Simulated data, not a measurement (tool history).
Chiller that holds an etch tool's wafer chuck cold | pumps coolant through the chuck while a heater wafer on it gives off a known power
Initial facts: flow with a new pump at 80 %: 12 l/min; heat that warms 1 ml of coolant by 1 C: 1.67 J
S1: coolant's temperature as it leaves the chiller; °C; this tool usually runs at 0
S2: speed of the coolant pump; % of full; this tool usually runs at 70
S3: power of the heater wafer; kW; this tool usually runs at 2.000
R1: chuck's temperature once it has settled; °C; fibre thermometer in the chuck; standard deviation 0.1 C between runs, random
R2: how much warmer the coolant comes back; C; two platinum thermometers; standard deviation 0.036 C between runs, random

run 1 hour=0.0 | S1=0 S2=70 S3=2.000 | R1=14.3 R2=7.14
run 2 hour=150.6 | S1=0 S2=70 S3=2.000 | R1=14.0 R2=7.22
run 3 hour=255.0 | S1=0 S2=70 S3=1.107 | R1=7.9 R2=3.97
run 4 hour=355.6 | S1=0 S2=70 S3=1.107 | R1=7.6 R2=3.96
run 5 hour=453.4 | S1=0 S2=70 S3=1.107 | R1=7.7 R2=4.03
run 6 hour=608.6 | S1=0 S2=70 S3=2.000 | R1=14.2 R2=7.30
run 7 hour=700.5 | S1=-3 S2=70 S3=2.000 | R1=11.1 R2=7.25
-- hour=760.8 chiller's thermometer calibrated
run 8 hour=851.7 | S1=0 S2=70 S3=2.000 | R1=14.9 R2=7.23
run 9 hour=1016.2 | S1=0 S2=70 S3=2.000 | R1=14.8 R2=7.34
run 10 hour=1216.8 | S1=0 S2=98 S3=2.000 | R1=11.9 R2=5.16
run 11 hour=1396.8 | S1=9 S2=98 S3=2.000 | R1=21.1 R2=5.09
run 12 hour=1492.1 | S1=9 S2=98 S3=2.000 | R1=21.0 R2=5.18
run 13 hour=1588.0 | S1=9 S2=98 S3=2.000 | R1=21.0 R2=5.14
run 14 hour=1683.5 | S1=0 S2=70 S3=2.846 | R1=21.4 R2=10.52
run 15 hour=1797.0 | S1=0 S2=70 S3=2.846 | R1=21.1 R2=10.48
run 16 hour=1983.3 | S1=0 S2=70 S3=2.000 | R1=14.9 R2=7.48
run 17 hour=2154.0 | S1=-4 S2=67 S3=2.901 | R1=18.2 R2=11.32
run 18 hour=2249.1 | S1=-8 S2=94 S3=1.778 | R1=2.9 R2=4.87
run 19 hour=2420.5 | S1=3 S2=92 S3=1.421 | R1=11.9 R2=3.95
run 20 hour=2587.7 | S1=3 S2=92 S3=1.421 | R1=12.1 R2=4.01
run 21 hour=2699.3 | S1=6 S2=72 S3=1.441 | R1=16.7 R2=5.25
run 22 hour=2836.2 | S1=7 S2=86 S3=1.476 | R1=16.9 R2=4.54
run 23 hour=3045.9 | S1=0 S2=70 S3=1.031 | R1=7.7 R2=3.90
run 24 hour=3217.2 | S1=0 S2=63 S3=1.528 | R1=12.4 R2=6.45
-- hour=3323.9 coolant changed, channels flushed
run 25 hour=3380.4 | S1=0 S2=66 S3=2.912 | R1=21.7 R2=11.68
run 26 hour=3500.5 | S1=-6 S2=66 S3=2.912 | R1=15.8 R2=11.77
run 27 hour=3678.8 | S1=1 S2=66 S3=1.326 | R1=10.9 R2=5.30
run 28 hour=3832.9 | S1=0 S2=70 S3=1.109 | R1=7.9 R2=4.23
run 29 hour=4020.5 | S1=0 S2=70 S3=1.002 | R1=7.1 R2=3.78
run 30 hour=4122.8 | S1=-7 S2=96 S3=1.792 | R1=3.6 R2=4.92
run 31 hour=4322.9 | S1=8 S2=93 S3=1.166 | R1=15.0 R2=3.29

Table of differences, measured result less the result of that run with no hidden state. Run-to-run variation is the same in both. Gauge scatter possibly is not:
Unlogged tool condition in this case: heat passed by the chuck's channels, % of clean ones'; flow at a given pump speed, % of a new pump's; coolant's true temperature over the reading, C; drift of the gauge itself on chuck_c, C; drift of the gauge itself on warmer_back_c, C.
run=1 R1=+0.5 R2=+0.34
run=2 R1=+0.5 R2=+0.36
run=3 R1=+0.2 R2=+0.20
run=4 R1=+0.1 R2=+0.20
run=5 R1=+0.2 R2=+0.21
run=6 R1=+0.6 R2=+0.40
run=7 R1=+0.6 R2=+0.40
run=8 R1=+1.0 R2=+0.41
run=9 R1=+1.1 R2=+0.43
run=10 R1=+0.9 R2=+0.31
run=11 R1=+0.9 R2=+0.32
run=12 R1=+1.0 R2=+0.34
run=13 R1=+0.9 R2=+0.34
run=14 R1=+1.7 R2=+0.70
run=15 R1=+1.7 R2=+0.71
run=16 R1=+1.2 R2=+0.52
run=17 R1=+1.8 R2=+0.81
run=18 R1=+0.9 R2=+0.36
run=19 R1=+0.8 R2=+0.29
run=20 R1=+0.8 R2=+0.31
run=21 R1=+0.9 R2=+0.41
run=22 R1=+0.8 R2=+0.36
run=23 R1=+0.7 R2=+0.31
run=24 R1=+1.2 R2=+0.54
run=25 R1=+1.1 R2=+1.00
run=26 R1=+1.2 R2=+1.02
run=27 R1=+0.5 R2=+0.48
run=28 R1=+0.4 R2=+0.39
run=29 R1=+0.3 R2=+0.36
run=30 R1=+0.6 R2=+0.47
run=31 R1=+0.3 R2=+0.32
